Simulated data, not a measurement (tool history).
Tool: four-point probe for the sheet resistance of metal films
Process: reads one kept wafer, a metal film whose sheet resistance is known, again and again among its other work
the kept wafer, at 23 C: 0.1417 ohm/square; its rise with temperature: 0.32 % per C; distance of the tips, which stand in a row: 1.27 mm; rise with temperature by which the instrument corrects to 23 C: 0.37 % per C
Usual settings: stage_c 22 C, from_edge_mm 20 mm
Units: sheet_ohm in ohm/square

run	day	stage_c	from_edge_mm	sheet_ohm
1	0.000	22	20	0.143299
2	1.046	22	20	0.143317
3	2.550	22	20	0.143335
4	4.712	22	20	0.143384
5	6.762	22	20	0.143389
6	7.967	22	20	0.143380
7	8.946	22	20	0.143351
8	10.742	22	20	0.143418
# day 10.933: stage's thermometer calibrated
9	12.483	22	5	0.147926
10	13.429	22	5	0.147909

The next listed run, before its measurement:
11	15.267	22	5	?

{"run 11": {"sheet_ohm": 0.147941}}
Without the tool's hidden state the same run would have given sheet_ohm 0.146519 ohm/square.
